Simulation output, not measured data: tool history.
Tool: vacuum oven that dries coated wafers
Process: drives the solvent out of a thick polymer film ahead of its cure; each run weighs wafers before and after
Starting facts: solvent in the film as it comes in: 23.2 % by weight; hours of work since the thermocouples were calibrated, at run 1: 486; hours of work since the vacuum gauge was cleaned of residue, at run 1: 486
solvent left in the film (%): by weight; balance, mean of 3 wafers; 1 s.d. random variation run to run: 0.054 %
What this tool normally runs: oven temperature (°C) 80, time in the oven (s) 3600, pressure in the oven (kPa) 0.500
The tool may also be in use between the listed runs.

run,hour,oven temperature (°C),time in the oven (s),pressure in the oven (kPa),hours of work since the thermocouples were calibrated,hours of work since the vacuum gauge was cleaned of residue,solvent left in the film (%)
1,0.0,80,3600,0.500,486,486,3.16
2,41.8,80,3600,0.500,512,512,3.20
3,75.4,80,3600,0.500,532,532,3.17
4,120.3,76,3600,0.500,560,560,4.78
5,143.9,76,3600,0.500,575,575,4.81
6,186.8,88,3600,0.500,601,601,1.11
7,225.8,88,3600,0.500,626,626,1.00
8,253.9,88,3600,0.500,643,643,0.98
9,295.6,88,3600,0.500,669,669,1.00
10,336.0,77,3600,0.500,694,694,4.22
11,375.4,87,3600,0.500,719,719,1.17
12,421.0,80,3600,0.500,747,747,3.09
13,444.8,80,3600,0.500,762,762,2.93
14,491.0,80,2040,0.500,790,790,6.59
15,512.8,80,2220,0.500,804,804,5.89
16,543.7,80,2220,0.500,823,823,5.86
17,568.4,80,3600,0.500,838,838,3.01
18,597.3,80,3600,0.500,856,856,2.95
19,624.3,80,3600,0.359,873,873,2.84
20,658.6,80,3600,0.500,894,894,3.04
21,696.2,80,3600,0.500,918,918,3.00
22,738.8,80,4440,0.500,944,944,2.03
23,757.9,80,4440,0.500,956,956,2.06
24,796.0,80,4200,0.500,979,979,2.22
25,829.8,89,5820,1.273,1000,1000,0.99
26,863.1,89,5820,1.273,1021,1021,0.86
27,900.5,92,3300,0.500,1044,1044,0.64
28,926.7,92,3660,0.500,1061,1061,0.46
29,956.9,92,3660,0.500,1079,1079,0.54
30,979.5,92,3660,0.500,1093,1093,0.52
31,1020.4,80,5880,1.086,1119,1119,1.67
32,1047.2,80,5880,1.086,1135,1135,1.56
33,1090.9,80,6120,1.298,1162,1162,1.73
34,1113.2,81,3180,1.298,1176,1176,3.63
35,1149.6,78,3180,1.751,1199,1199,5.22
36,1183.3,88,1860,1.408,1220,1220,3.78
37,1214.3,88,2580,0.982,1239,1239,2.04
38,1258.4,88,2580,0.982,1266,1266,2.15
39,1285.8,77,4620,0.488,1283,1283,2.70
40,1309.0,66,3300,1.055,1298,1298,10.19
41,1334.9,68,3600,0.500,1314,1314,8.10
42,1360.5,68,3600,0.500,1330,1330,8.01
43,1400.6,90,4380,0.321,1355,1355,0.42
44,1441.9,90,4380,0.321,1380,1380,0.41
45,1489.2,80,5340,0.549,1410,1410,1.40
46,1534.4,79,2400,0.500,1438,1438,5.43

Each row is a separate what-if for the run after 46, all from the same tool condition, not one after another. Results?
A,1580.2,80,3360,0.500,1466,1466,?
B,1580.2,92,3600,0.500,1466,1466,?
C,1580.2,80,2460,1.549,1466,1466,?

run,solvent left in the film (%)
A,2.95
B,0.52
C,5.42
Without the tool's unlogged condition, the same runs would have read:
run,solvent left in the film (%)
A,3.83
B,0.63
C,6.55
